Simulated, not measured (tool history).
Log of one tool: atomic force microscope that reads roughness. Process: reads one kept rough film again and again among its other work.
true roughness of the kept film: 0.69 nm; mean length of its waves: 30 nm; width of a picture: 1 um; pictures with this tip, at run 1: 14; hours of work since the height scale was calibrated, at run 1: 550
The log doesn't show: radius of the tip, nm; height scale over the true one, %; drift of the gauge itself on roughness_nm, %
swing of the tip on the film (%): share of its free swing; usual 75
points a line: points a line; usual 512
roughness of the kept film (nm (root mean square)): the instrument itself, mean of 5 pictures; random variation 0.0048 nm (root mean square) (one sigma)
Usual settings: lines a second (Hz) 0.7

run	day	lines a second (Hz)	swing of the tip on the film (%)	points a line	pictures with this tip	hours of work since the height scale was calibrated	roughness of the kept film (nm (root mean square))
1	0	0.7	75	512	14	550	0.67
2	0.908	0.7	75	512	67	565	0.666
3	1.412	0.7	75	512	97	574	0.651
4	2.025	1.294	75	512	132	585	0.641
5	2.583	1.294	75	512	165	594	0.642
6	3.221	0.7	75	782	202	605	0.64
7	3.958	0.7	65	512	245	618	0.639
8	4.4	0.7	65	512	271	625	0.63
9	4.95	0.7	75	478	303	635	0.63
# day 5.508: new tip fitted
10	5.508	0.7	75	478	0	644	0.674
11	6.212	0.7	75	478	41	656	0.656
12	6.675	0.7	86	512	68	664	0.656
13	7.171	0.7	75	676	97	673	0.652
14	7.704	0.7	75	367	128	682	0.651
15	8.496	0.7	75	512	174	695	0.646
16	9.304	0.7	75	512	221	709	0.647
17	9.762	0.7	75	512	248	717	0.636
18	10.554	3.095	75	512	294	731	0.603
# day 11.275: new tip fitted
19	11.438	0.7	75	512	9	746	0.67
20	12.367	0.7	75	512	64	762	0.667
21	13.025	0.7	75	512	102	773	0.659
22	13.521	0.7	75	512	131	781	0.642
23	14.438	1.167	75	512	185	797	0.635
24	15.158	0.7	83	512	227	810	0.634
25	16.029	0.7	83	610	277	825	0.635
26	16.692	0.7	75	512	316	836	0.637
# day 17.046: new tip fitted
27	17.417	0.7	75	590	21	848	0.665
28	18.012	2.545	80	906	56	858	0.627
29	18.588	2.545	80	906	90	868	0.622
30	19.012	1.401	70	550	114	875	0.644
31	19.779	1.449	75	512	159	889	0.637
32	20.475	1.569	75	263	200	901	0.637
33	20.967	0.7	56	512	229	909	0.65
34	21.733	3.084	76	352	273	922	0.601
35	22.588	3.084	76	352	323	937	0.597
# day 22.842: new tip fitted
36	23.446	3.084	76	339	35	951	0.625
37	23.938	3.084	76	339	64	960	0.626
38	24.921	0.721	77	302	121	977	0.64
39	25.538	0.571	81	386	157	987	0.647
40	26.35	0.571	81	386	205	1001	0.643
41	27.283	1.78	76	1012	259	1017	0.62
42	28.183	0.736	57	275	312	1033	0.63
# day 28.638: new tip fitted
43	29.033	0.736	57	275	23	1047	0.665
44	30.021	0.736	57	275	81	1064	0.664
45	30.908	0.736	57	275	133	1079	0.652
46	31.883	0.736	57	275	190	1096	0.638
47	32.846	1.413	84	725	246	1113	0.623
48	33.721	1.491	84	633	297	1128	0.604
49	34.254	1.491	84	633	328	1137	0.61
# day 34.433: new tip fitted
50	34.921	1.491	84	633	29	1148	0.642
51	35.829	3.613	77	512	82	1163	0.619
52	36.771	0.518	79	635	137	1180	0.652
53	37.479	0.518	79	635	178	1192	0.649

3 ways to go on from here, each from the tool as it stands after run 53. What would each give?
A	38.1	0.7	75	351	214	1203	?
B	38.1	0.7	82	560	214	1203	?
C	38.1	3.832	79	470	214	1203	?

run	roughness of the kept film (nm (root mean square))
A	0.64
B	0.641
C	0.596
Without the tool's hidden state the same runs would have given:
run	roughness of the kept film (nm (root mean square))
A	0.66
B	0.661
C	0.615
